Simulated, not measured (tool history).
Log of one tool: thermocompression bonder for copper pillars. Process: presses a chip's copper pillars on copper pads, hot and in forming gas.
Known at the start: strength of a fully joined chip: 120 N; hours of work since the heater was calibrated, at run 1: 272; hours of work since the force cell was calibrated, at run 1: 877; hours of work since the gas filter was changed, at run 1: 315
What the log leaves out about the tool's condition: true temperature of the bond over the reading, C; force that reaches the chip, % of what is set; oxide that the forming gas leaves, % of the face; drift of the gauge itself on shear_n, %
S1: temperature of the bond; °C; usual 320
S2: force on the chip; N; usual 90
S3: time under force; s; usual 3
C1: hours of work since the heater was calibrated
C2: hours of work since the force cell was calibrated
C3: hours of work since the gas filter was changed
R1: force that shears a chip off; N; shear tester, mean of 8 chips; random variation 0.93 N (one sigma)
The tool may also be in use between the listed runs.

run,day,S1,S2,S3,C1,C2,C3,R1
1,0,320,90,3,272,877,315,76.4
2,0.817,320,90,3,287,892,330,77.1
3,1.725,320,90,3,304,909,347,75.4
# day 2.017: forming gas filter changed
4,2.925,320,90,3,326,930,17,79.2
# day 3.892: force cell calibrated
5,4.092,320,90,3,346,4,37,75.1
6,5.054,320,90,3,364,22,55,74.5
7,6.783,320,90,3,396,54,87,74.7
8,7.883,320,90,3,417,74,108,74.7
9,8.608,320,90,3,430,87,121,74.6
10,10.179,320,90,7,459,117,150,91.9
11,11.821,320,90,3,490,147,181,74.8
12,13.317,293,124,3,517,175,208,63.6
13,14.904,299,81,5,547,204,238,65.1
14,16.329,332,90,3,573,231,264,79.2
15,17.929,332,90,3,603,260,294,80.9
16,18.767,332,90,3,618,276,310,79.6
17,20.004,332,110,2,641,299,333,79.2
# day 21.075: forming gas filter changed
18,21.5,332,110,2,669,326,8,82.4
19,22.479,320,85,7,687,344,26,90.6
20,24.029,297,67,7,716,373,55,65.5
21,25.2,342,91,4,737,395,76,94.6
22,26.65,342,91,4,764,422,103,96.7

5 ways to go on from here, each from the tool as it stands after run 22. What would each give?
A,28.104,301,90,3,791,449,130,?
B,28.104,311,91,4,791,449,130,?
C,28.104,342,88,4,791,449,130,?
D,28.104,342,69,5,791,449,130,?
E,28.104,340,102,3,791,449,130,?

run,R1
A,59.8
B,73.9
C,93.4
D,93.1
E,92.2
Without the tool's hidden state the same runs would have given:
run,R1
A,63.7
B,77.9
C,97
D,96.8
E,95.8
